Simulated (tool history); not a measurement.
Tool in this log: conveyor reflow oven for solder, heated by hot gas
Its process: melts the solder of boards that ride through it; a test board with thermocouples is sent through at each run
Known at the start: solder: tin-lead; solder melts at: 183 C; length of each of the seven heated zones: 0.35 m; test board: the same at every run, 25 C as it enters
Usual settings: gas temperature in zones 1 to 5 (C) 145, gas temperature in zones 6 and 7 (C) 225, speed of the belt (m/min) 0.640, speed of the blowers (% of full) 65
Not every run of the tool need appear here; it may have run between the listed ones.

run   hour  gas temperature in zones 1 to 5 (C)  gas temperature in zones 6 and 7 (C)  speed of the belt (m/min)  speed of the blowers (% of full)  highest temperature of the board (C)  time above the solder's melting point (s)
  1    0.0                                  145                                   225                      0.640                                65                                 206.9                                       41.5
  2   11.2                                  145                                   213                      0.640                                65                                 197.4                                       29.8
  3   20.8                                  145                                   213                      0.640                                65                                 196.6                                       31.3
  4   33.2                                  144                                   225                      0.640                                65                                 206.1                                       41.1
  5   39.2                                  144                                   225                      0.640                                65                                 206.1                                       40.4
  6   47.2                                  145                                   225                      0.640                                80                                 211.3                                       46.4
  7   55.1                                  145                                   225                      0.640                                88                                 213.0                                       48.2
  8   66.7                                  145                                   225                      0.640                                88                                 212.6                                       48.9
  9   73.3                                  145                                   225                      0.640                                58                                 204.0                                       37.5
 10   81.2                                  145                                   225                      0.640                                58                                 203.4                                       37.1
 11   92.6                                  145                                   225                      0.640                                58                                 204.0                                       37.7
 12  105.5                                  151                                   225                      0.640                                65                                 207.9                                       44.4
 13  114.1                                  139                                   225                      0.545                                65                                 210.3                                       50.9
 14  120.8                                  139                                   225                      0.621                                59                                 203.8                                       37.1
 15  133.6                                  139                                   225                      0.621                                59                                 203.3                                       37.1
 16  141.6                                  139                                   225                      0.621                                59                                 204.0                                       36.5
 17  147.6                                  135                                   225                      0.640                                65                                 204.3                                       35.4

Forecast run 18:
 18  155.4                                  145                                   225                      0.765                                65                                     ?                                          ?

{"run 18": {"highest temperature of the board (C)": 199.2, "time above the solder's melting point (s)": 25.9}}
Were there no unlogged condition in the tool, this run, its random variation unchanged, would have produced highest temperature of the board (C) 199.8, time above the solder's melting point (s) 27.1.
